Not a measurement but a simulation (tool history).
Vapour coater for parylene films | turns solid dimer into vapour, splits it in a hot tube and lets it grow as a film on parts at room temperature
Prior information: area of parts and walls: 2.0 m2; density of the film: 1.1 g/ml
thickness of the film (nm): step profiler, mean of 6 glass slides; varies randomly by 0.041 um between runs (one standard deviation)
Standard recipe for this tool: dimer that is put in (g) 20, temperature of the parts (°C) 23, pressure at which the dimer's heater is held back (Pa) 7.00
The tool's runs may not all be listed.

run	hour	dimer that is put in (g)	temperature of the parts (°C)	pressure at which the dimer's heater is held back (Pa)	thickness of the film (nm)
1	0.0	20	23	7.00	4460
2	15.9	20	23	7.00	4440
# hour 38.1: trap's valve overhauled
3	44.9	12	23	7.00	2650
4	57.3	20	23	7.00	4440
5	77.3	20	23	7.00	4500
6	96.4	20	23	7.00	4390
7	117.7	20	23	7.00	4480
8	143.1	20	17	7.00	5880
9	163.2	20	17	10.57	5840
10	177.8	19	23	7.00	4200
11	203.1	20	23	11.24	4350
12	216.3	20	28	7.00	3500
13	245.2	19	28	7.00	3320
14	272.6	20	23	6.72	4440
15	299.9	20	23	6.72	4480
16	315.4	18	23	7.00	4000
17	344.5	18	23	7.00	3940
18	369.1	20	23	7.00	4450
19	390.9	20	23	7.00	4500
20	409.8	20	20	7.00	4990
21	426.8	23	34	3.82	3170
22	443.9	25	21	3.93	6320
# hour 464.3: trap's valve overhauled
23	464.3	11	20	9.16	2790
24	484.4	20	23	2.16	4780
25	509.9	22	25	3.93	4680
26	533.4	22	25	3.93	4580
27	556.9	19	23	2.25	4550
28	574.4	19	23	2.25	4580
29	590.4	27	24	10.66	5580
30	606.1	20	29	7.00	3360
31	623.4	9	30	11.94	1390
32	636.1	9	30	5.14	1460
33	662.5	9	30	5.14	1460

Expected results for the next run?
34	679.2	12	23	7.00	?

Run 34 measured thickness of the film (nm) 2660.
Were there no unlogged condition in the tool, this run, its random variation unchanged, would have produced thickness of the film (nm) 2670.
